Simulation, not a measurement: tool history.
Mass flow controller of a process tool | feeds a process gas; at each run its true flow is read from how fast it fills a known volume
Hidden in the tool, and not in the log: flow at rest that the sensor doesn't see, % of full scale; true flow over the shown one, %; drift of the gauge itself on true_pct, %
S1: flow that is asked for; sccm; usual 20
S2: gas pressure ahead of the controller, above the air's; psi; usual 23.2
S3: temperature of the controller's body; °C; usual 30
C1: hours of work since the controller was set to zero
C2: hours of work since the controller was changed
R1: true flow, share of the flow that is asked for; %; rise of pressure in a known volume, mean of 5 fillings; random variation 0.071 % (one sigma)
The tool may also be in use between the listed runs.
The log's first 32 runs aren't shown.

run 33 day=81.192 | S1=19 S2=23.2 S3=30 | C1=3333 C2=3333 | R1=99.41
run 34 day=83.854 | S1=19 S2=23.8 S3=24 | C1=3384 C2=3384 | R1=98.94
run 35 day=86.129 | S1=19 S2=28.4 S3=35 | C1=3427 C2=3427 | R1=99.8
run 36 day=89.512 | S1=5 S2=32.5 S3=28 | C1=3492 C2=3492 | R1=96.12
run 37 day=92.408 | S1=20 S2=23.2 S3=30 | C1=3547 C2=3547 | R1=99.51
run 38 day=95.162 | S1=13 S2=23.8 S3=22 | C1=3600 C2=3600 | R1=98.25
run 39 day=97.475 | S1=43 S2=30.2 S3=39 | C1=3644 C2=3644 | R1=101.34
run 40 day=100.658 | S1=46 S2=23.2 S3=30 | C1=3705 C2=3705 | R1=100.8
run 41 day=103.729 | S1=20 S2=23.2 S3=34 | C1=3764 C2=3764 | R1=99.74
run 42 day=106.533 | S1=20 S2=24.1 S3=26 | C1=3817 C2=3817 | R1=99.23
run 43 day=108.15 | S1=20 S2=25.4 S3=30 | C1=3848 C2=3848 | R1=99.55
run 44 day=111.471 | S1=20 S2=32.9 S3=35 | C1=3912 C2=3912 | R1=99.94
run 45 day=113.9 | S1=22 S2=22.6 S3=26 | C1=3958 C2=3958 | R1=99.36
run 46 day=116.483 | S1=22 S2=21.5 S3=40 | C1=4008 C2=4008 | R1=100.34
run 47 day=118.325 | S1=21 S2=27.3 S3=33 | C1=4043 C2=4043 | R1=99.77
run 48 day=119.962 | S1=8 S2=23.2 S3=39 | C1=4074 C2=4074 | R1=98.28

Forecast each of these 3 alternatives for the next run:
run A day=121.754 | S1=20 S2=23.2 S3=26 | C1=4108 C2=4108 | R1=?
run B day=121.754 | S1=17 S2=37.1 S3=23 | C1=4108 C2=4108 | R1=?
run C day=121.754 | S1=16 S2=26.4 S3=31 | C1=4108 C2=4108 | R1=?

run=A R1=99.14
run=B R1=98.49
run=C R1=99.16
Without the tool's hidden state the same runs would have given:
run=A R1=99.15
run=B R1=98.69
run=C R1=99.43
